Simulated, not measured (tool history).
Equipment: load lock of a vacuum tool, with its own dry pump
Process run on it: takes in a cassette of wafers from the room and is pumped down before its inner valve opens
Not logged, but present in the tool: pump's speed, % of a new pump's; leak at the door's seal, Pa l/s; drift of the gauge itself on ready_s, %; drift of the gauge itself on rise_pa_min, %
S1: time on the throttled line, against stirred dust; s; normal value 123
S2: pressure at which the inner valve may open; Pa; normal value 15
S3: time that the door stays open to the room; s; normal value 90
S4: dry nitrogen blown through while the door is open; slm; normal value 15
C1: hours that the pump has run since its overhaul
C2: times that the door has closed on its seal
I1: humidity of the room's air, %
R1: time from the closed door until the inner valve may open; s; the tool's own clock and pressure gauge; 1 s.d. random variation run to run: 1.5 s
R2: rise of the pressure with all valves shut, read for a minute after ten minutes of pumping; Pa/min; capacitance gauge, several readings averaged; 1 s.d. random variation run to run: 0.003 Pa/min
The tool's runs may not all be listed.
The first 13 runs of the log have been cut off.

{"run": 14, "hour": 2089.3, "S1": 123, "S2": 15, "S3": 90, "S4": 15, "C1": 3095, "C2": 33507, "I1": 45.6, "R1": 253.6, "R2": 0.156}
{"run": 15, "hour": 2236.9, "S1": 123, "S2": 15, "S3": 90, "S4": 15, "C1": 3243, "C2": 34156, "I1": 43.5, "R1": 250.8, "R2": 0.162}
{"run": 16, "hour": 2385.6, "S1": 123, "S2": 15, "S3": 90, "S4": 15, "C1": 3392, "C2": 34811, "I1": 43.7, "R1": 254.2, "R2": 0.17}
{"run": 17, "hour": 2542.1, "S1": 123, "S2": 15, "S3": 90, "S4": 15, "C1": 3548, "C2": 35499, "I1": 44.9, "R1": 254.4, "R2": 0.168}
{"run": 18, "hour": 2702.3, "S1": 123, "S2": 15, "S3": 90, "S4": 15, "C1": 3708, "C2": 36204, "I1": 49.1, "R1": 256.3, "R2": 0.176}
{"run": 19, "hour": 2860.6, "S1": 123, "S2": 15, "S3": 90, "S4": 15, "C1": 3867, "C2": 36901, "I1": 43.4, "R1": 257.1, "R2": 0.179}
{"run": 20, "hour": 2995.6, "S1": 123, "S2": 22, "S3": 90, "S4": 15, "C1": 4002, "C2": 37495, "I1": 46.5, "R1": 250.0, "R2": 0.184}
{"run": 21, "hour": 3177.0, "S1": 123, "S2": 22, "S3": 90, "S4": 6, "C1": 4183, "C2": 38293, "I1": 43.5, "R1": 248.3, "R2": 0.202}
{"run": 22, "hour": 3321.9, "S1": 146, "S2": 22, "S3": 90, "S4": 17, "C1": 4328, "C2": 38931, "I1": 41.7, "R1": 265.1, "R2": 0.191}
{"run": 23, "hour": 3523.0, "S1": 146, "S2": 22, "S3": 90, "S4": 17, "C1": 4529, "C2": 39816, "I1": 47.0, "R1": 266.3, "R2": 0.201}
{"run": 24, "hour": 3650.4, "S1": 146, "S2": 22, "S3": 90, "S4": 20, "C1": 4656, "C2": 40376, "I1": 47.5, "R1": 265.8, "R2": 0.198}
{"run": 25, "hour": 3797.1, "S1": 146, "S2": 22, "S3": 90, "S4": 20, "C1": 4803, "C2": 41021, "I1": 44.2, "R1": 266.6, "R2": 0.214}
{"run": 26, "hour": 3941.7, "S1": 97, "S2": 15, "S3": 29, "S4": 15, "C1": 4948, "C2": 41658, "I1": 47.1, "R1": 236.5, "R2": 0.204}
{"run": 27, "hour": 4148.6, "S1": 97, "S2": 15, "S3": 29, "S4": 15, "C1": 5155, "C2": 42568, "I1": 43.0, "R1": 240.4, "R2": 0.204}
{"run": 28, "hour": 4258.7, "S1": 97, "S2": 15, "S3": 29, "S4": 15, "C1": 5265, "C2": 43052, "I1": 44.3, "R1": 238.5, "R2": 0.209}
{"run": 29, "hour": 4359.7, "S1": 84, "S2": 18, "S3": 63, "S4": 15, "C1": 5366, "C2": 43497, "I1": 43.7, "R1": 227.7, "R2": 0.216}
{"run": 30, "hour": 4453.2, "S1": 123, "S2": 14, "S3": 28, "S4": 24, "C1": 5459, "C2": 43908, "I1": 41.0, "R1": 259.8, "R2": 0.205}
{"run": 31, "hour": 4565.3, "S1": 67, "S2": 15, "S3": 117, "S4": 16, "C1": 5571, "C2": 44401, "I1": 45.9, "R1": 216.0, "R2": 0.241}
{"run": 32, "hour": 4708.9, "S1": 67, "S2": 15, "S3": 117, "S4": 16, "C1": 5715, "C2": 45033, "I1": 45.5, "R1": 215.6, "R2": 0.24}
{"run": 33, "hour": 4832.3, "S1": 67, "S2": 15, "S3": 117, "S4": 16, "C1": 5838, "C2": 45576, "I1": 44.7, "R1": 218.6, "R2": 0.243}
{"run": 34, "hour": 5040.7, "S1": 67, "S2": 15, "S3": 117, "S4": 16, "C1": 6047, "C2": 46493, "I1": 46.7, "R1": 221.0, "R2": 0.255}
{"run": 35, "hour": 5146.1, "S1": 117, "S2": 15, "S3": 90, "S4": 14, "C1": 6152, "C2": 46957, "I1": 43.8, "R1": 255.3, "R2": 0.252}
{"run": 36, "hour": 5309.0, "S1": 117, "S2": 15, "S3": 90, "S4": 14, "C1": 6315, "C2": 47674, "I1": 48.2, "R1": 254.3, "R2": 0.261}
{"run": 37, "hour": 5424.1, "S1": 146, "S2": 29, "S3": 135, "S4": 26, "C1": 6430, "C2": 48180, "I1": 43.9, "R1": 260.4, "R2": 0.252}

Below are 4 alternative next runs, each starting from the tool's condition after run 37. Predict each:
{"run": "A", "hour": 5614.3, "S1": 123, "S2": 26, "S3": 90, "S4": 15, "C1": 6620, "C2": 49017, "I1": 45.5, "R1": "?", "R2": "?"}
{"run": "B", "hour": 5614.3, "S1": 123, "S2": 15, "S3": 43, "S4": 15, "C1": 6620, "C2": 49017, "I1": 47.0, "R1": "?", "R2": "?"}
{"run": "C", "hour": 5614.3, "S1": 89, "S2": 21, "S3": 44, "S4": 26, "C1": 6620, "C2": 49017, "I1": 43.3, "R1": "?", "R2": "?"}
{"run": "D", "hour": 5614.3, "S1": 146, "S2": 22, "S3": 39, "S4": 16, "C1": 6620, "C2": 49017, "I1": 43.0, "R1": "?", "R2": "?"}

run=A R1=251.7 R2=0.274
run=B R1=261.2 R2=0.261
run=C R1=228.4 R2=0.255
run=D R1=270.2 R2=0.253
With no hidden state in the tool, these same runs would have given:
run=A R1=240.1 R2=0.032
run=B R1=248.8 R2=0.018
run=C R1=215.8 R2=0.016
run=D R1=258.7 R2=0.017
